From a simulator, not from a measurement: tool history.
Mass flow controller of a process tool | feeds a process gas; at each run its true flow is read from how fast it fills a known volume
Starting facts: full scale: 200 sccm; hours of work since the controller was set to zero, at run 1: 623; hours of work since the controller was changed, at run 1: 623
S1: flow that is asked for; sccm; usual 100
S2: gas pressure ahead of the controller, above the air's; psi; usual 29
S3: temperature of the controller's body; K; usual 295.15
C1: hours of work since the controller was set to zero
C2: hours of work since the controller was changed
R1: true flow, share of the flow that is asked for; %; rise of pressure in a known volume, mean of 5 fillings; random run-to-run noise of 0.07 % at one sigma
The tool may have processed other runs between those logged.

{"run": 1, "hour": 0.0, "S1": 100, "S2": 29, "S3": 295.15, "C1": 623, "C2": 623, "R1": 99.2}
{"run": 2, "hour": 53.7, "S1": 100, "S2": 29, "S3": 295.15, "C1": 666, "C2": 666, "R1": 99.53}
{"run": 3, "hour": 115.2, "S1": 100, "S2": 29, "S3": 295.15, "C1": 716, "C2": 716, "R1": 99.31}
{"run": 4, "hour": 172.9, "S1": 100, "S2": 29, "S3": 295.15, "C1": 762, "C2": 762, "R1": 99.37}
{"run": 5, "hour": 255.0, "S1": 100, "S2": 29, "S3": 295.15, "C1": 827, "C2": 827, "R1": 99.49}
{"run": 6, "hour": 299.9, "S1": 100, "S2": 29, "S3": 308.15, "C1": 863, "C2": 863, "R1": 100.72}
{"run": 7, "hour": 388.8, "S1": 100, "S2": 21.8, "S3": 295.15, "C1": 934, "C2": 934, "R1": 99.2}
{"run": 8, "hour": 459.6, "S1": 100, "S2": 21.8, "S3": 295.15, "C1": 991, "C2": 991, "R1": 99.24}
{"run": 9, "hour": 535.1, "S1": 100, "S2": 21.8, "S3": 295.15, "C1": 1051, "C2": 1051, "R1": 99.43}
{"run": 10, "hour": 584.0, "S1": 100, "S2": 21.8, "S3": 295.15, "C1": 1090, "C2": 1090, "R1": 99.39}
{"run": 11, "hour": 660.6, "S1": 100, "S2": 21.8, "S3": 295.15, "C1": 1151, "C2": 1151, "R1": 99.44}
{"run": 12, "hour": 725.1, "S1": 100, "S2": 21.8, "S3": 295.15, "C1": 1203, "C2": 1203, "R1": 99.37}
{"run": 13, "hour": 794.0, "S1": 100, "S2": 21.8, "S3": 295.15, "C1": 1258, "C2": 1258, "R1": 99.44}
{"run": 14, "hour": 874.2, "S1": 100, "S2": 29, "S3": 295.15, "C1": 1322, "C2": 1322, "R1": 99.94}
{"run": 15, "hour": 952.3, "S1": 100, "S2": 29, "S3": 295.15, "C1": 1384, "C2": 1384, "R1": 99.91}
{"run": 16, "hour": 1039.6, "S1": 100, "S2": 29, "S3": 305.15, "C1": 1454, "C2": 1454, "R1": 100.93}
{"run": 17, "hour": 1119.4, "S1": 100, "S2": 29, "S3": 305.15, "C1": 1518, "C2": 1518, "R1": 101.02}
{"run": 18, "hour": 1171.8, "S1": 100, "S2": 29, "S3": 305.15, "C1": 1560, "C2": 1560, "R1": 100.92}
{"run": 19, "hour": 1213.2, "S1": 100, "S2": 29, "S3": 305.15, "C1": 1593, "C2": 1593, "R1": 101.03}
{"run": 20, "hour": 1274.5, "S1": 100, "S2": 29, "S3": 305.15, "C1": 1642, "C2": 1642, "R1": 101.12}
{"run": 21, "hour": 1335.0, "S1": 100, "S2": 29, "S3": 302.15, "C1": 1690, "C2": 1690, "R1": 100.83}
{"run": 22, "hour": 1374.3, "S1": 100, "S2": 29, "S3": 302.15, "C1": 1721, "C2": 1721, "R1": 100.86}
{"run": 23, "hour": 1418.6, "S1": 100, "S2": 29, "S3": 295.15, "C1": 1757, "C2": 1757, "R1": 100.23}
{"run": 24, "hour": 1484.6, "S1": 100, "S2": 29, "S3": 295.15, "C1": 1810, "C2": 1810, "R1": 100.2}
{"run": 25, "hour": 1568.6, "S1": 100, "S2": 24.7, "S3": 294.15, "C1": 1877, "C2": 1877, "R1": 100.02}
{"run": 26, "hour": 1615.6, "S1": 25, "S2": 37.4, "S3": 294.15, "C1": 1914, "C2": 1914, "R1": 98.99}
{"run": 27, "hour": 1655.1, "S1": 72, "S2": 25.2, "S3": 295.15, "C1": 1946, "C2": 1946, "R1": 99.9}
{"run": 28, "hour": 1733.1, "S1": 53, "S2": 25.2, "S3": 294.15, "C1": 2008, "C2": 2008, "R1": 99.41}
{"hour": 1740.6, "done": "controller's zero set anew"}
{"run": 29, "hour": 1797.7, "S1": 53, "S2": 25.2, "S3": 302.15, "C1": 46, "C2": 2059, "R1": 100.18}
{"run": 30, "hour": 1866.0, "S1": 71, "S2": 23.1, "S3": 308.15, "C1": 100, "C2": 2114, "R1": 101.12}
{"run": 31, "hour": 1940.1, "S1": 100, "S2": 29, "S3": 304.15, "C1": 159, "C2": 2173, "R1": 101.29}
{"run": 32, "hour": 1978.4, "S1": 75, "S2": 29, "S3": 295.15, "C1": 190, "C2": 2204, "R1": 100.11}
{"hour": 1984.5, "done": "controller's zero set anew, once more"}
{"run": 33, "hour": 2067.6, "S1": 100, "S2": 40.3, "S3": 311.15, "C1": 66, "C2": 2274, "R1": 102.87}
{"run": 34, "hour": 2127.5, "S1": 65, "S2": 35, "S3": 311.15, "C1": 114, "C2": 2322, "R1": 102.62}
{"run": 35, "hour": 2166.8, "S1": 35, "S2": 20.5, "S3": 300.15, "C1": 146, "C2": 2354, "R1": 100.6}
{"run": 36, "hour": 2205.6, "S1": 100, "S2": 35.8, "S3": 295.15, "C1": 177, "C2": 2385, "R1": 101.34}
{"run": 37, "hour": 2270.2, "S1": 100, "S2": 35.8, "S3": 295.15, "C1": 228, "C2": 2436, "R1": 101.46}
{"run": 38, "hour": 2317.8, "S1": 100, "S2": 35.8, "S3": 295.15, "C1": 266, "C2": 2474, "R1": 101.39}
{"run": 39, "hour": 2382.6, "S1": 100, "S2": 35.8, "S3": 294.15, "C1": 318, "C2": 2526, "R1": 101.27}
{"run": 40, "hour": 2440.1, "S1": 26, "S2": 23.2, "S3": 294.15, "C1": 364, "C2": 2572, "R1": 100.15}
{"run": 41, "hour": 2503.7, "S1": 130, "S2": 23.2, "S3": 305.15, "C1": 415, "C2": 2623, "R1": 102.23}
{"run": 42, "hour": 2559.4, "S1": 44, "S2": 32.2, "S3": 310.15, "C1": 459, "C2": 2667, "R1": 102.28}
{"run": 43, "hour": 2640.8, "S1": 44, "S2": 32.2, "S3": 300.15, "C1": 524, "C2": 2732, "R1": 101.5}
{"run": 44, "hour": 2702.3, "S1": 100, "S2": 29, "S3": 302.15, "C1": 573, "C2": 2782, "R1": 102.1}
{"run": 45, "hour": 2764.0, "S1": 100, "S2": 29, "S3": 302.15, "C1": 623, "C2": 2831, "R1": 101.88}
{"run": 46, "hour": 2849.7, "S1": 163, "S2": 39.6, "S3": 293.15, "C1": 691, "C2": 2899, "R1": 102.06}
{"run": 47, "hour": 2898.8, "S1": 31, "S2": 30.7, "S3": 300.15, "C1": 730, "C2": 2939, "R1": 101.18}

Predict each of these 5 candidate next runs independently; none follows another, all start after run 47:
{"run": "A", "hour": 2968.4, "S1": 63, "S2": 22.5, "S3": 294.15, "C1": 786, "C2": 2994, "R1": "?"}
{"run": "B", "hour": 2968.4, "S1": 53, "S2": 21, "S3": 296.15, "C1": 786, "C2": 2994, "R1": "?"}
{"run": "C", "hour": 2968.4, "S1": 26, "S2": 21, "S3": 303.15, "C1": 786, "C2": 2994, "R1": "?"}
{"run": "D", "hour": 2968.4, "S1": 27, "S2": 29, "S3": 295.15, "C1": 786, "C2": 2994, "R1": "?"}
{"run": "E", "hour": 2968.4, "S1": 28, "S2": 29, "S3": 296.15, "C1": 786, "C2": 2994, "R1": "?"}

run=A R1=100.71
run=B R1=100.64
run=C R1=101.02
run=D R1=100.68
run=E R1=100.85
Stripped of hidden state, with their random variation kept, the same runs would have yielded:
run=A R1=98.34
run=B R1=98.31
run=C R1=98.87
run=D R1=98.52
run=E R1=98.68

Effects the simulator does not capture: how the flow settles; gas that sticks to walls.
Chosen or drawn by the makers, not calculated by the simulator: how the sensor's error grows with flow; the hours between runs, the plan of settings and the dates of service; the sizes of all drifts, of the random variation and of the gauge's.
